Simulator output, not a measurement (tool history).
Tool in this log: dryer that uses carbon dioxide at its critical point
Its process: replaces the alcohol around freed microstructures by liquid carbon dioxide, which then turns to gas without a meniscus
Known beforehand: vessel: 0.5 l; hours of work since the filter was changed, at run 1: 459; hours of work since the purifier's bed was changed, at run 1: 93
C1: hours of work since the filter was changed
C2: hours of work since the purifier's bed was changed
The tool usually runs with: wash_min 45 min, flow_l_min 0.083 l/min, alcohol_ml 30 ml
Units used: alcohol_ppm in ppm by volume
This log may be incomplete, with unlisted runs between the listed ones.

{"run": 1, "hour": 0.0, "wash_min": 45, "flow_l_min": 0.083, "alcohol_ml": 30, "C1": 459, "C2": 93, "alcohol_ppm": 230}
{"run": 2, "hour": 23.1, "wash_min": 45, "flow_l_min": 0.083, "alcohol_ml": 30, "C1": 470, "C2": 103, "alcohol_ppm": 235}
{"run": 3, "hour": 44.4, "wash_min": 45, "flow_l_min": 0.083, "alcohol_ml": 30, "C1": 480, "C2": 113, "alcohol_ppm": 240}
{"run": 4, "hour": 69.8, "wash_min": 45, "flow_l_min": 0.083, "alcohol_ml": 30, "C1": 491, "C2": 125, "alcohol_ppm": 236}
{"run": 5, "hour": 86.2, "wash_min": 45, "flow_l_min": 0.083, "alcohol_ml": 30, "C1": 499, "C2": 132, "alcohol_ppm": 246}
{"hour": 100.7, "done": "inlet filter changed"}
{"run": 6, "hour": 100.7, "wash_min": 50, "flow_l_min": 0.083, "alcohol_ml": 30, "C1": 0, "C2": 138, "alcohol_ppm": 75}
{"run": 7, "hour": 113.0, "wash_min": 50, "flow_l_min": 0.0515, "alcohol_ml": 30, "C1": 6, "C2": 144, "alcohol_ppm": 813}
{"run": 8, "hour": 141.6, "wash_min": 50, "flow_l_min": 0.0515, "alcohol_ml": 30, "C1": 19, "C2": 157, "alcohol_ppm": 817}
{"run": 9, "hour": 158.6, "wash_min": 50, "flow_l_min": 0.0515, "alcohol_ml": 30, "C1": 26, "C2": 165, "alcohol_ppm": 823}
{"run": 10, "hour": 180.4, "wash_min": 45, "flow_l_min": 0.083, "alcohol_ml": 30, "C1": 36, "C2": 175, "alcohol_ppm": 122}
{"run": 11, "hour": 200.3, "wash_min": 45, "flow_l_min": 0.083, "alcohol_ml": 30, "C1": 46, "C2": 184, "alcohol_ppm": 135}
{"run": 12, "hour": 229.1, "wash_min": 45, "flow_l_min": 0.083, "alcohol_ml": 30, "C1": 59, "C2": 197, "alcohol_ppm": 138}
{"run": 13, "hour": 241.4, "wash_min": 45, "flow_l_min": 0.083, "alcohol_ml": 30, "C1": 64, "C2": 203, "alcohol_ppm": 133}
{"run": 14, "hour": 260.1, "wash_min": 45, "flow_l_min": 0.083, "alcohol_ml": 30, "C1": 73, "C2": 211, "alcohol_ppm": 134}
{"run": 15, "hour": 273.7, "wash_min": 45, "flow_l_min": 0.083, "alcohol_ml": 30, "C1": 79, "C2": 218, "alcohol_ppm": 149}
{"run": 16, "hour": 295.2, "wash_min": 45, "flow_l_min": 0.083, "alcohol_ml": 30, "C1": 89, "C2": 227, "alcohol_ppm": 133}
{"run": 17, "hour": 307.6, "wash_min": 45, "flow_l_min": 0.083, "alcohol_ml": 30, "C1": 95, "C2": 233, "alcohol_ppm": 153}
{"run": 18, "hour": 322.0, "wash_min": 45, "flow_l_min": 0.083, "alcohol_ml": 30, "C1": 101, "C2": 240, "alcohol_ppm": 151}
{"run": 19, "hour": 342.4, "wash_min": 45, "flow_l_min": 0.083, "alcohol_ml": 30, "C1": 111, "C2": 249, "alcohol_ppm": 156}
{"run": 20, "hour": 366.9, "wash_min": 48, "flow_l_min": 0.083, "alcohol_ml": 30, "C1": 122, "C2": 260, "alcohol_ppm": 122}
{"run": 21, "hour": 391.9, "wash_min": 69, "flow_l_min": 0.083, "alcohol_ml": 108, "C1": 133, "C2": 272, "alcohol_ppm": 77}
{"run": 22, "hour": 420.8, "wash_min": 31, "flow_l_min": 0.0798, "alcohol_ml": 43, "C1": 146, "C2": 285, "alcohol_ppm": 1411}
{"run": 23, "hour": 447.2, "wash_min": 31, "flow_l_min": 0.0798, "alcohol_ml": 43, "C1": 158, "C2": 297, "alcohol_ppm": 1448}
{"run": 24, "hour": 472.9, "wash_min": 64, "flow_l_min": 0.0859, "alcohol_ml": 87, "C1": 170, "C2": 309, "alcohol_ppm": 86}
{"run": 25, "hour": 499.5, "wash_min": 64, "flow_l_min": 0.0676, "alcohol_ml": 60, "C1": 182, "C2": 321, "alcohol_ppm": 172}
{"run": 26, "hour": 518.8, "wash_min": 49, "flow_l_min": 0.0634, "alcohol_ml": 30, "C1": 191, "C2": 330, "alcohol_ppm": 461}
{"run": 27, "hour": 539.1, "wash_min": 49, "flow_l_min": 0.0634, "alcohol_ml": 30, "C1": 201, "C2": 339, "alcohol_ppm": 466}
{"run": 28, "hour": 569.0, "wash_min": 49, "flow_l_min": 0.0634, "alcohol_ml": 30, "C1": 214, "C2": 353, "alcohol_ppm": 463}
{"run": 29, "hour": 593.5, "wash_min": 49, "flow_l_min": 0.0634, "alcohol_ml": 30, "C1": 225, "C2": 364, "alcohol_ppm": 480}
{"run": 30, "hour": 611.6, "wash_min": 31, "flow_l_min": 0.0694, "alcohol_ml": 38, "C1": 234, "C2": 372, "alcohol_ppm": 2422}
{"run": 31, "hour": 632.4, "wash_min": 31, "flow_l_min": 0.0694, "alcohol_ml": 38, "C1": 243, "C2": 382, "alcohol_ppm": 2373}
{"run": 32, "hour": 656.2, "wash_min": 31, "flow_l_min": 0.062, "alcohol_ml": 38, "C1": 254, "C2": 392, "alcohol_ppm": 3594}
{"run": 33, "hour": 678.8, "wash_min": 71, "flow_l_min": 0.0638, "alcohol_ml": 37, "C1": 264, "C2": 403, "alcohol_ppm": 131}
{"run": 34, "hour": 699.5, "wash_min": 71, "flow_l_min": 0.0638, "alcohol_ml": 37, "C1": 274, "C2": 412, "alcohol_ppm": 140}
{"run": 35, "hour": 720.1, "wash_min": 48, "flow_l_min": 0.1142, "alcohol_ml": 36, "C1": 283, "C2": 422, "alcohol_ppm": 99}
{"run": 36, "hour": 739.2, "wash_min": 61, "flow_l_min": 0.1377, "alcohol_ml": 27, "C1": 292, "C2": 430, "alcohol_ppm": 99}
{"run": 37, "hour": 761.5, "wash_min": 37, "flow_l_min": 0.0842, "alcohol_ml": 30, "C1": 302, "C2": 441, "alcohol_ppm": 504}
{"run": 38, "hour": 786.4, "wash_min": 38, "flow_l_min": 0.1277, "alcohol_ml": 29, "C1": 314, "C2": 452, "alcohol_ppm": 111}
{"run": 39, "hour": 802.0, "wash_min": 38, "flow_l_min": 0.1277, "alcohol_ml": 29, "C1": 321, "C2": 459, "alcohol_ppm": 115}
{"run": 40, "hour": 818.7, "wash_min": 27, "flow_l_min": 0.0904, "alcohol_ml": 79, "C1": 328, "C2": 467, "alcohol_ppm": 3244}

3 options for the next run, each taken on its own from the tool as it stands now. Forecast them:
{"run": "A", "hour": 838.6, "wash_min": 45, "flow_l_min": 0.0741, "alcohol_ml": 55, "C1": 337, "C2": 476, "alcohol_ppm": "?"}
{"run": "B", "hour": 838.6, "wash_min": 38, "flow_l_min": 0.083, "alcohol_ml": 30, "C1": 337, "C2": 476, "alcohol_ppm": "?"}
{"run": "C", "hour": 838.6, "wash_min": 36, "flow_l_min": 0.0555, "alcohol_ml": 79, "C1": 337, "C2": 476, "alcohol_ppm": "?"}

run=A alcohol_ppm=658
run=B alcohol_ppm=495
run=C alcohol_ppm=7341
What these runs would have given with no unlogged condition in the tool:
run=A alcohol_ppm=318
run=B alcohol_ppm=234
run=C alcohol_ppm=5172
